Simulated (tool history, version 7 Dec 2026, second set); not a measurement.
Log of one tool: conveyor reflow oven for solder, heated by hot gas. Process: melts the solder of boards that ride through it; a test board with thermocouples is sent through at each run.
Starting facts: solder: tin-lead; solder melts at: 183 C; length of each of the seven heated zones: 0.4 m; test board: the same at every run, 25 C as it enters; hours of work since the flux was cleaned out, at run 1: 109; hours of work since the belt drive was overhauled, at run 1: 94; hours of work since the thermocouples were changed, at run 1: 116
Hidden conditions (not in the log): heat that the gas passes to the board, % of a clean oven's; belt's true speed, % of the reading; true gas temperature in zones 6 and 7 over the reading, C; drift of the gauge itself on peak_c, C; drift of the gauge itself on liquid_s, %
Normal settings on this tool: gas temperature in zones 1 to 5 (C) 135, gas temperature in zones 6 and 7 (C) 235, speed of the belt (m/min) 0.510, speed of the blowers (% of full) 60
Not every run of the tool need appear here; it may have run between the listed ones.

run	hour	gas temperature in zones 1 to 5 (C)	gas temperature in zones 6 and 7 (C)	speed of the belt (m/min)	speed of the blowers (% of full)	hours of work since the flux was cleaned out	hours of work since the belt drive was overhauled	hours of work since the thermocouples were changed	highest temperature of the board (C)	time above the solder's melting point (s)
1	0.0	135	235	0.510	60	109	94	116	213.9	63.9
2	7.9	135	235	0.510	60	113	98	121	213.2	63.7
3	13.6	135	235	0.510	60	116	101	124	213.7	64.2
4	18.9	135	235	0.510	60	119	104	127	213.3	64.5
5	27.2	135	235	0.510	60	124	109	132	213.0	64.8
6	36.2	135	235	0.510	60	129	114	137	213.1	64.0
7	44.0	135	235	0.510	60	134	119	141	213.5	64.4
8	48.8	135	235	0.510	60	137	122	144	213.6	64.1
9	55.3	135	235	0.510	60	140	125	148	213.7	64.3
10	62.0	135	235	0.510	60	144	129	152	213.3	64.9
11	66.9	135	235	0.510	60	147	132	154	213.0	64.0
12	71.5	135	235	0.510	60	150	135	157	212.9	64.6
13	79.1	133	235	0.510	60	154	139	161	212.8	63.1
14	83.3	135	235	0.510	60	156	141	164	213.2	63.9
15	87.6	135	235	0.510	60	159	144	166	213.3	64.3
16	92.1	135	235	0.510	60	161	146	169	212.6	64.6
17	100.9	135	235	0.510	60	166	151	174	213.4	63.8
18	107.2	135	235	0.536	60	170	155	178	210.7	57.9
19	114.7	140	249	0.536	60	174	159	182	223.6	72.8
# hour 124.4: flux residue cleaned out of gas plates and filters
20	128.1	135	235	0.571	55	2	164	187	207.7	50.1
21	136.9	135	235	0.571	55	7	169	192	208.0	50.4
22	142.2	146	235	0.532	55	10	172	195	213.5	65.5
23	147.3	146	235	0.532	55	13	175	198	213.5	66.5
24	155.4	122	233	0.523	75	18	180	202	212.7	59.0
25	163.1	122	233	0.523	75	22	184	207	213.6	57.6
26	168.2	122	233	0.523	75	25	187	210	213.0	59.0
27	175.3	144	233	0.462	75	29	191	214	220.9	85.6
28	181.9	123	232	0.417	54	33	195	218	213.9	76.4
29	187.8	148	232	0.417	62	36	199	221	219.6	96.8

What will run 30 give?
30	194.4	128	228	0.424	62	40	202	225	?	?

Run 30 came out at highest temperature of the board (C) 213.0, time above the solder's melting point (s) 76.4.
Take away the tool's hidden state, keep the run-to-run variation as it was, and the same run would have given highest temperature of the board (C) 213.7, time above the solder's melting point (s) 76.9.

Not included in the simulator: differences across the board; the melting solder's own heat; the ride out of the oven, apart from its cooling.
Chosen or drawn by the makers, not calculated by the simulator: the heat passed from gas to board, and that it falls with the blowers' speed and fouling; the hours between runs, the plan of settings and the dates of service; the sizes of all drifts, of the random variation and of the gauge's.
